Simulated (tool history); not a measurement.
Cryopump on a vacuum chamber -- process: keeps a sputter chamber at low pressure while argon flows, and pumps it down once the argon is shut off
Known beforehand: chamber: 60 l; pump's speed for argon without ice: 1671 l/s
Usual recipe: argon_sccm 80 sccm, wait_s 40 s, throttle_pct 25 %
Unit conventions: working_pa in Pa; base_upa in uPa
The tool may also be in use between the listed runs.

| run | day | argon_sccm | wait_s | throttle_pct | working_pa | base_upa |
|---|---|---|---|---|---|---|
| 1 | 0 | 80 | 40 | 25 | 0.3431 | 2.44 |
| 2 | 1.725 | 77 | 40 | 25 | 0.3321 | 2.33 |
| 3 | 3.162 | 152 | 40 | 25 | 0.6621 | 2.39 |
| 4 | 5.333 | 152 | 40 | 25 | 0.6693 | 2.43 |
| 5 | 6.692 | 80 | 40 | 30 | 0.2982 | 2.53 |
| 6 | 8.246 | 80 | 40 | 30 | 0.3026 | 2.49 |
|  | 9.254 | pump warmed up, emptied and cooled again |
| 7 | 9.45 | 80 | 40 | 40 | 0.2039 | 2.3 |
| 8 | 11.671 | 80 | 40 | 40 | 0.2075 | 2.32 |
| 9 | 13.958 | 80 | 40 | 40 | 0.2063 | 2.29 |
| 10 | 16.008 | 80 | 40 | 40 | 0.2107 | 2.33 |
| 11 | 17.283 | 80 | 40 | 40 | 0.214 | 2.39 |
| 12 | 19.492 | 41 | 40 | 25 | 0.1729 | 2.45 |
| 13 | 21.871 | 41 | 40 | 25 | 0.1732 | 2.46 |
| 14 | 23.962 | 80 | 40 | 21 | 0.4039 | 2.52 |
| 15 | 25.804 | 80 | 40 | 21 | 0.4063 | 2.52 |
| 16 | 26.842 | 80 | 40 | 21 | 0.4052 | 2.52 |
| 17 | 28.754 | 80 | 40 | 21 | 0.4104 | 2.68 |
| 18 | 30.675 | 80 | 40 | 21 | 0.4131 | 2.71 |
| 19 | 31.65 | 80 | 40 | 21 | 0.4131 | 2.68 |
| 20 | 32.658 | 93 | 40 | 42 | 0.2607 | 2.7 |
| 21 | 34.896 | 93 | 40 | 42 | 0.2652 | 2.73 |
| 22 | 37.033 | 93 | 40 | 42 | 0.2698 | 2.84 |
|  | 38.371 | pump warmed up, emptied and cooled again |
| 23 | 39.604 | 93 | 40 | 42 | 0.2253 | 2.48 |
| 24 | 40.571 | 91 | 67 | 49 | 0.191 | 1.81 |
| 25 | 42.929 | 91 | 67 | 49 | 0.1945 | 1.86 |
| 26 | 45.221 | 91 | 111 | 49 | 0.1964 | 1.54 |
| 27 | 46.275 | 91 | 111 | 49 | 0.1999 | 1.54 |
| 28 | 48.458 | 91 | 111 | 49 | 0.2031 | 1.6 |
| 29 | 49.921 | 91 | 111 | 49 | 0.2015 | 1.59 |
| 30 | 51.808 | 80 | 20 | 25 | 0.3394 | 4.29 |
| 31 | 53.058 | 36 | 40 | 25 | 0.1541 | 2.73 |
| 32 | 55.083 | 36 | 40 | 25 | 0.1552 | 2.74 |
| 33 | 56.571 | 138 | 37 | 39 | 0.396 | 3 |
| 34 | 58.5 | 42 | 265 | 44 | 0.111 | 1.52 |

Consider 3 possible next runs. They are alternatives, not a sequence: every one starts from the tool as it was left by run 34. What does each give?
| A | 59.604 | 32 | 55 | 40 | ? | ? |
| B | 59.604 | 98 | 92 | 44 | ? | ? |
| C | 59.604 | 77 | 40 | 25 | ? | ? |

| run | working_pa | base_upa |
|---|---|---|
| A | 0.0921 | 2.49 |
| B | 0.2582 | 2.05 |
| C | 0.3405 | 2.93 |
With the hidden condition removed and each run's random variation left untouched, the same runs would have given:
| run | working_pa | base_upa |
|---|---|---|
| A | 0.0809 | 1.41 |
| B | 0.2239 | 0.94 |
| C | 0.3134 | 1.85 |
